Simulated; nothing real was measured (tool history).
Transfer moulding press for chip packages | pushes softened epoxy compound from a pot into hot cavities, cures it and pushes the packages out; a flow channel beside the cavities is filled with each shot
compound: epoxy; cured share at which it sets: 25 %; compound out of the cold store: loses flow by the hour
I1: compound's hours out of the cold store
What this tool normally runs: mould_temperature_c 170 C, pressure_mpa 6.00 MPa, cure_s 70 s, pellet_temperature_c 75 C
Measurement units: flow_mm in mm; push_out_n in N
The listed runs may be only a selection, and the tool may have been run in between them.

{"run": 1, "hour": 0.0, "mould_temperature_c": 170, "pressure_mpa": 6.0, "cure_s": 70, "pellet_temperature_c": 75, "I1": 33.1, "flow_mm": 629, "push_out_n": 333}
{"run": 2, "hour": 7.9, "mould_temperature_c": 170, "pressure_mpa": 6.0, "cure_s": 70, "pellet_temperature_c": 75, "I1": 13.6, "flow_mm": 692, "push_out_n": 377}
{"run": 3, "hour": 21.8, "mould_temperature_c": 170, "pressure_mpa": 6.0, "cure_s": 70, "pellet_temperature_c": 75, "I1": 23.4, "flow_mm": 661, "push_out_n": 355}
{"hour": 27.1, "done": "cavities cleaned with cleaning compound and waxed"}
{"run": 4, "hour": 31.9, "mould_temperature_c": 170, "pressure_mpa": 6.0, "cure_s": 70, "pellet_temperature_c": 75, "I1": 28.7, "flow_mm": 643, "push_out_n": 351}
{"run": 5, "hour": 46.0, "mould_temperature_c": 170, "pressure_mpa": 6.0, "cure_s": 70, "pellet_temperature_c": 75, "I1": 28.2, "flow_mm": 646, "push_out_n": 351}
{"run": 6, "hour": 52.1, "mould_temperature_c": 170, "pressure_mpa": 6.0, "cure_s": 70, "pellet_temperature_c": 75, "I1": 29.8, "flow_mm": 639, "push_out_n": 365}
{"run": 7, "hour": 60.7, "mould_temperature_c": 170, "pressure_mpa": 6.0, "cure_s": 70, "pellet_temperature_c": 75, "I1": 45.7, "flow_mm": 591, "push_out_n": 340}
{"run": 8, "hour": 72.9, "mould_temperature_c": 170, "pressure_mpa": 6.0, "cure_s": 70, "pellet_temperature_c": 75, "I1": 13.2, "flow_mm": 691, "push_out_n": 374}
{"hour": 79.0, "done": "cavities cleaned with cleaning compound and waxed"}
{"run": 9, "hour": 87.3, "mould_temperature_c": 170, "pressure_mpa": 6.0, "cure_s": 70, "pellet_temperature_c": 75, "I1": 27.8, "flow_mm": 647, "push_out_n": 341}
{"run": 10, "hour": 98.1, "mould_temperature_c": 170, "pressure_mpa": 6.0, "cure_s": 52, "pellet_temperature_c": 75, "I1": 31.7, "flow_mm": 629, "push_out_n": 754}
{"run": 11, "hour": 107.9, "mould_temperature_c": 170, "pressure_mpa": 6.0, "cure_s": 70, "pellet_temperature_c": 65, "I1": 39.4, "flow_mm": 611, "push_out_n": 364}
{"run": 12, "hour": 121.4, "mould_temperature_c": 170, "pressure_mpa": 6.0, "cure_s": 70, "pellet_temperature_c": 75, "I1": 37.7, "flow_mm": 613, "push_out_n": 354}
{"hour": 131.1, "done": "cavities cleaned with cleaning compound and waxed"}
{"run": 13, "hour": 137.7, "mould_temperature_c": 170, "pressure_mpa": 6.0, "cure_s": 70, "pellet_temperature_c": 75, "I1": 24.2, "flow_mm": 657, "push_out_n": 352}
{"run": 14, "hour": 152.3, "mould_temperature_c": 175, "pressure_mpa": 6.0, "cure_s": 70, "pellet_temperature_c": 75, "I1": 47.4, "flow_mm": 580, "push_out_n": 244}
{"run": 15, "hour": 160.1, "mould_temperature_c": 175, "pressure_mpa": 6.0, "cure_s": 70, "pellet_temperature_c": 75, "I1": 27.1, "flow_mm": 641, "push_out_n": 259}
{"hour": 173.5, "done": "plunger's sealing rings changed"}
{"run": 16, "hour": 174.8, "mould_temperature_c": 162, "pressure_mpa": 4.85, "cure_s": 58, "pellet_temperature_c": 74, "I1": 33.7, "flow_mm": 576, "push_out_n": 841}
{"hour": 185.1, "done": "cavities cleaned with cleaning compound and waxed"}
{"run": 17, "hour": 185.1, "mould_temperature_c": 162, "pressure_mpa": 4.85, "cure_s": 58, "pellet_temperature_c": 74, "I1": 39.1, "flow_mm": 560, "push_out_n": 820}
{"run": 18, "hour": 193.2, "mould_temperature_c": 171, "pressure_mpa": 4.75, "cure_s": 70, "pellet_temperature_c": 75, "I1": 46.1, "flow_mm": 524, "push_out_n": 307}
{"run": 19, "hour": 204.0, "mould_temperature_c": 165, "pressure_mpa": 6.0, "cure_s": 70, "pellet_temperature_c": 73, "I1": 8.3, "flow_mm": 721, "push_out_n": 541}
{"run": 20, "hour": 214.2, "mould_temperature_c": 170, "pressure_mpa": 5.46, "cure_s": 62, "pellet_temperature_c": 79, "I1": 39.0, "flow_mm": 581, "push_out_n": 474}
{"run": 21, "hour": 227.0, "mould_temperature_c": 170, "pressure_mpa": 6.0, "cure_s": 70, "pellet_temperature_c": 66, "I1": 11.3, "flow_mm": 700, "push_out_n": 420}
{"hour": 236.5, "done": "cavities cleaned with cleaning compound and waxed"}
{"run": 22, "hour": 236.9, "mould_temperature_c": 170, "pressure_mpa": 6.0, "cure_s": 108, "pellet_temperature_c": 69, "I1": 17.3, "flow_mm": 682, "push_out_n": 177}
{"run": 23, "hour": 248.2, "mould_temperature_c": 171, "pressure_mpa": 6.81, "cure_s": 85, "pellet_temperature_c": 77, "I1": 39.4, "flow_mm": 647, "push_out_n": 204}
{"run": 24, "hour": 260.9, "mould_temperature_c": 171, "pressure_mpa": 6.81, "cure_s": 85, "pellet_temperature_c": 77, "I1": 21.0, "flow_mm": 708, "push_out_n": 217}
{"run": 25, "hour": 273.9, "mould_temperature_c": 170, "pressure_mpa": 7.13, "cure_s": 70, "pellet_temperature_c": 71, "I1": 29.2, "flow_mm": 696, "push_out_n": 365}
{"run": 26, "hour": 282.1, "mould_temperature_c": 170, "pressure_mpa": 7.13, "cure_s": 70, "pellet_temperature_c": 71, "I1": 27.4, "flow_mm": 705, "push_out_n": 357}
{"hour": 288.9, "done": "cavities cleaned with cleaning compound and waxed"}
{"run": 27, "hour": 291.4, "mould_temperature_c": 170, "pressure_mpa": 7.13, "cure_s": 70, "pellet_temperature_c": 71, "I1": 37.2, "flow_mm": 670, "push_out_n": 352}
{"run": 28, "hour": 302.6, "mould_temperature_c": 170, "pressure_mpa": 4.7, "cure_s": 93, "pellet_temperature_c": 69, "I1": 38.9, "flow_mm": 540, "push_out_n": 196}
{"run": 29, "hour": 315.6, "mould_temperature_c": 170, "pressure_mpa": 7.06, "cure_s": 93, "pellet_temperature_c": 72, "I1": 20.4, "flow_mm": 727, "push_out_n": 204}

3 ways to go on from here, each from the tool as it stands after run 29. What would each give?
{"run": "A", "hour": 322.1, "mould_temperature_c": 162, "pressure_mpa": 6.59, "cure_s": 70, "pellet_temperature_c": 67, "I1": 40.9, "flow_mm": "?", "push_out_n": "?"}
{"run": "B", "hour": 322.1, "mould_temperature_c": 169, "pressure_mpa": 7.06, "cure_s": 93, "pellet_temperature_c": 78, "I1": 28.1, "flow_mm": "?", "push_out_n": "?"}
{"run": "C", "hour": 322.1, "mould_temperature_c": 166, "pressure_mpa": 6.0, "cure_s": 70, "pellet_temperature_c": 76, "I1": 46.6, "flow_mm": "?", "push_out_n": "?"}

run=A flow_mm=647 push_out_n=616
run=B flow_mm=700 push_out_n=209
run=C flow_mm=595 push_out_n=434
Stripped of hidden state, with their random variation kept, the same runs would have yielded:
run=A flow_mm=647 push_out_n=612
run=B flow_mm=700 push_out_n=208
run=C flow_mm=595 push_out_n=431
